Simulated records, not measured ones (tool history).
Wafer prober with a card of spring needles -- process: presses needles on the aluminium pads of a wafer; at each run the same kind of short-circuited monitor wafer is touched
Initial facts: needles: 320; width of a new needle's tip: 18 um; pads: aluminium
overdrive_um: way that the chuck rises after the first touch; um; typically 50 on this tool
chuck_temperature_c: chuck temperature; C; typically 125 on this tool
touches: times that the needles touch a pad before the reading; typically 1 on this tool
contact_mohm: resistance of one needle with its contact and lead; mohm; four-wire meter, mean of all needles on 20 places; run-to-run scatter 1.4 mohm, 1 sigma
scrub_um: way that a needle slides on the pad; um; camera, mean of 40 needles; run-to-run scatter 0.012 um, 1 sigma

| run | day | overdrive_um | chuck_temperature_c | touches | contact_mohm | scrub_um |
|---|---|---|---|---|---|---|
| 1 | 0.000 | 50 | 125 | 1 | 157 | 7.32 |
|  | 0.112 | tips cleaned on abrasive film |
|  | 0.125 | height of the first contact set anew |
| 2 | 0.733 | 50 | 125 | 1 | 164 | 7.30 |
|  | 0.875 | tips cleaned on abrasive film |
|  | 1.604 | tips cleaned on abrasive film |
| 3 | 1.821 | 50 | 125 | 1 | 148 | 7.27 |
|  | 2.271 | tips cleaned on abrasive film |
|  | 2.546 | height of the first contact set anew, once more |
| 4 | 2.604 | 50 | 84 | 1 | 150 | 7.46 |
|  | 2.996 | tips cleaned on abrasive film |
|  | 3.725 | tips cleaned on abrasive film |
| 5 | 4.262 | 50 | 84 | 1 | 156 | 7.43 |
|  | 4.412 | tips cleaned on abrasive film |
|  | 5.112 | tips cleaned on abrasive film |
| 6 | 5.738 | 50 | 30 | 1 | 150 | 7.40 |
|  | 5.817 | tips cleaned on abrasive film |
|  | 6.471 | tips cleaned on abrasive film |
|  | 7.150 | tips cleaned on abrasive film |
| 7 | 7.150 | 50 | 30 | 1 | 122 | 7.40 |
|  | 7.812 | tips cleaned on abrasive film |
|  | 8.488 | tips cleaned on abrasive film |
| 8 | 8.517 | 50 | 30 | 1 | 121 | 7.38 |
|  | 9.162 | tips cleaned on abrasive film |
| 9 | 9.638 | 50 | 54 | 1 | 152 | 7.37 |
|  | 9.871 | tips cleaned on abrasive film |
| 10 | 10.317 | 50 | 54 | 1 | 151 | 7.35 |
|  | 10.538 | tips cleaned on abrasive film |
|  | 11.225 | tips cleaned on abrasive film |
| 11 | 11.529 | 50 | 125 | 1 | 154 | 7.33 |
|  | 11.925 | tips cleaned on abrasive film |
|  | 12.588 | tips cleaned on abrasive film |
| 12 | 12.588 | 50 | 125 | 1 | 133 | 7.31 |
|  | 13.288 | tips cleaned on abrasive film |
|  | 13.538 | height of the first contact set anew |
|  | 14.017 | tips cleaned on abrasive film |
| 13 | 14.112 | 50 | 125 | 1 | 140 | 7.43 |
|  | 14.667 | tips cleaned on abrasive film |
| 14 | 15.033 | 50 | 125 | 1 | 154 | 7.44 |
|  | 15.417 | tips cleaned on abrasive film |
|  | 16.050 | tips cleaned on abrasive film |
| 15 | 16.562 | 50 | 125 | 3 | 142 | 7.42 |
|  | 16.833 | tips cleaned on abrasive film |
|  | 17.467 | tips cleaned on abrasive film |
| 16 | 17.617 | 30 | 125 | 3 | 160 | 4.42 |
|  | 18.154 | tips cleaned on abrasive film |
| 17 | 18.625 | 43 | 29 | 1 | 164 | 6.36 |
|  | 18.892 | tips cleaned on abrasive film |
| 18 | 19.429 | 31 | 123 | 1 | 222 | 4.55 |
|  | 19.662 | tips cleaned on abrasive film |
|  | 20.300 | tips cleaned on abrasive film |
| 19 | 20.554 | 44 | 37 | 1 | 145 | 6.51 |
|  | 21.067 | tips cleaned on abrasive film |
| 20 | 21.525 | 64 | 60 | 2 | 129 | 9.46 |
|  | 21.771 | tips cleaned on abrasive film |
| 21 | 22.396 | 64 | 60 | 2 | 131 | 9.45 |
|  | 22.504 | tips cleaned on abrasive film |
|  | 23.208 | tips cleaned on abrasive film |
| 22 | 23.500 | 35 | 111 | 2 | 163 | 5.11 |
|  | 23.975 | tips cleaned on abrasive film |
|  | 24.450 | height of the first contact set anew |
| 23 | 24.450 | 35 | 43 | 2 | 162 | 5.21 |
|  | 24.758 | tips cleaned on abrasive film |
| 24 | 25.225 | 35 | 43 | 2 | 164 | 5.21 |
|  | 25.496 | tips cleaned on abrasive film |
| 25 | 26.121 | 48 | 92 | 2 | 151 | 7.14 |

Measured result minus the same run's result without the hidden state. Both carry the same run-to-run variation, though not necessarily the same gauge scatter:
Hidden state at play: debris on the tips, nm; way that the needles fall short of the set height, um; tips' diameter, um; drift of the gauge itself on contact_mohm, %; drift of the gauge itself on scrub_um, %.
| run | contact_mohm | scrub_um |
|---|---|---|
| 1 | +30 | -0.11 |
| 2 | +33 | -0.15 |
| 3 | +20 | -0.17 |
| 4 | +24 | +0.00 |
| 5 | +33 | -0.02 |
| 6 | +37 | -0.03 |
| 7 | +5 | -0.06 |
| 8 | +6 | -0.07 |
| 9 | +31 | -0.08 |
| 10 | +32 | -0.09 |
| 11 | +23 | -0.11 |
| 12 | +4 | -0.12 |
| 13 | +12 | +0.00 |
| 14 | +25 | -0.01 |
| 15 | +12 | -0.03 |
| 16 | +15 | -0.04 |
| 17 | +45 | -0.04 |
| 18 | +79 | -0.05 |
| 19 | +28 | -0.07 |
| 20 | +13 | -0.08 |
| 21 | +16 | -0.09 |
| 22 | +30 | -0.10 |
| 23 | +39 | +0.00 |
| 24 | +42 | -0.01 |
| 25 | +25 | -0.02 |

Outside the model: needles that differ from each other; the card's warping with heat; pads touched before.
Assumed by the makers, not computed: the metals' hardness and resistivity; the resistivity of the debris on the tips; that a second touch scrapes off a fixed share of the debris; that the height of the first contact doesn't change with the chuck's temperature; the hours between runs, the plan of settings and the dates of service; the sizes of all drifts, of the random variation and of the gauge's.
